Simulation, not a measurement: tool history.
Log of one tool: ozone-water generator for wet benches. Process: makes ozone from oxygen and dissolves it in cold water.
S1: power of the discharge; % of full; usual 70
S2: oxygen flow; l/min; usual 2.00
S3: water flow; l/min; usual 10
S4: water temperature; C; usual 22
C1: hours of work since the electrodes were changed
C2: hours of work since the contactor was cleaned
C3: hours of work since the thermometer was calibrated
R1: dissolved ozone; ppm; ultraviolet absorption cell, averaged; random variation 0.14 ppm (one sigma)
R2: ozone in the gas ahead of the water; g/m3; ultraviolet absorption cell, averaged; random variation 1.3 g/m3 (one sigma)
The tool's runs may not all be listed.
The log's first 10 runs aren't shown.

run	hour	S1	S2	S3	S4	C1	C2	C3	R1	R2
11	1465.7	83	2.00	10	29	9236	2348	1307	17.0	253.4
12	1678.1	70	2.00	10	22	9425	2537	1497	16.9	229.5
13	1894.9	70	2.00	8	22	9618	2731	1690	20.4	231.1
14	2103.8	70	2.00	10	22	9805	2917	1877	17.0	230.7
15	2230.6	70	2.00	10	22	9918	3030	1990	17.1	230.9
16	2330.6	79	2.00	10	22	10007	3119	2079	17.9	246.0
17	2565.5	79	2.00	10	22	10217	3329	2288	18.0	248.2
18	2709.1	79	2.00	10	22	10345	3457	2416	18.0	247.4
19	2857.5	70	2.00	7	22	10477	3589	2549	22.6	227.9
20	3087.7	70	3.59	7	22	10682	3795	2754	22.8	179.5
21	3248.3	70	3.59	7	22	10826	3938	2897	22.1	181.0
22	3484.3	70	3.59	7	22	11036	4148	3108	22.6	179.7
23	3596.2	84	1.67	10	22	11136	4248	3208	18.2	274.0
24	3769.7	77	2.21	8	22	11291	4403	3362	21.5	231.0
25	3913.0	77	2.21	8	22	11418	4531	3490	21.8	231.8
26	4032.6	77	2.27	8	18	11525	4638	3597	22.9	226.1
27	4219.0	77	2.27	8	18	11691	4804	3763	23.1	228.5
28	4449.2	48	2.00	10	26	11897	5009	3968	12.6	178.9
29	4599.6	70	2.00	10	22	12031	5143	4103	16.8	226.0
30	4787.1	70	2.00	10	22	12198	5310	4270	16.7	226.6
31	4918.3	46	2.00	12	22	12315	5427	4387	11.1	173.3
32	5064.2	56	2.00	10	22	12445	5558	4517	14.5	196.4
33	5173.8	64	2.00	10	16	12543	5655	4615	17.1	214.2
34	5322.8	44	2.00	14	22	12676	5788	4748	9.3	171.1

3 ways to go on from here, each from the tool as it stands after run 34. What would each give?
A	5529.2	69	1.86	13	22	12860	5972	4932	?	?
B	5529.2	60	1.12	16	22	12860	5972	4932	?	?
C	5529.2	99	2.00	16	22	12860	5972	4932	?	?

run	R1	R2
A	13.0	229.5
B	8.3	262.8
C	13.4	278.8
Without the tool's hidden state the same runs would have given:
run	R1	R2
A	13.0	235.6
B	8.4	269.8
C	13.4	286.4
